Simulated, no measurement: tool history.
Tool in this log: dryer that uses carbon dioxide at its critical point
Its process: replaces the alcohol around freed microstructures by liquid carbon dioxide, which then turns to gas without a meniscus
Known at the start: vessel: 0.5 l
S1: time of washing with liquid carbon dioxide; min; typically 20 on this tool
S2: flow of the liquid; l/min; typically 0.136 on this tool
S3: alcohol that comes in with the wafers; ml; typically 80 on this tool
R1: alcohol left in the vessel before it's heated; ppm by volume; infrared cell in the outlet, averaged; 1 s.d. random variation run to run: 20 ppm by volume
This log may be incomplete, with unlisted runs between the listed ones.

| run | hour | S1 | S2 | S3 | R1 |
|---|---|---|---|---|---|
| 1 | 0 | 20 | 0.136 | 80 | 1436 |
| 2 | 22.6 | 20 | 0.136 | 80 | 1400 |
| 3 | 46.8 | 20 | 0.136 | 80 | 1491 |
| 4 | 67.5 | 20 | 0.136 | 80 | 1462 |
| 5 | 88.5 | 16 | 0.136 | 80 | 3728 |
| 6 | 121.9 | 16 | 0.136 | 80 | 3803 |
| 7 | 141.2 | 16 | 0.136 | 80 | 3795 |
| 8 | 173.1 | 16 | 0.136 | 80 | 3962 |
| 9 | 200.9 | 16 | 0.136 | 80 | 4035 |
| 10 | 234 | 16 | 0.093 | 80 | 12598 |
| 11 | 254.7 | 16 | 0.093 | 80 | 12645 |
| 12 | 283.3 | 20 | 0.1 | 35 | 2358 |
| 13 | 297.9 | 15 | 0.098 | 37 | 6234 |
| 14 | 322.7 | 15 | 0.127 | 37 | 3035 |
| 15 | 341.5 | 15 | 0.127 | 37 | 3144 |
| 16 | 360.2 | 18 | 0.086 | 21 | 3221 |
| 17 | 387.4 | 18 | 0.086 | 21 | 3153 |
| 18 | 401.3 | 18 | 0.086 | 46 | 6939 |
| 19 | 416.4 | 19 | 0.171 | 91 | 931 |
| 20 | 439.9 | 20 | 0.143 | 80 | 1530 |

Predict the results of run 21:
| 21 | 465 | 18 | 0.136 | 97 | ? |

{"run 21": {"R1": 3549}}
Take away the tool's hidden state, keep the run-to-run variation as it was, and the same run would have given R1 2506 ppm by volume.

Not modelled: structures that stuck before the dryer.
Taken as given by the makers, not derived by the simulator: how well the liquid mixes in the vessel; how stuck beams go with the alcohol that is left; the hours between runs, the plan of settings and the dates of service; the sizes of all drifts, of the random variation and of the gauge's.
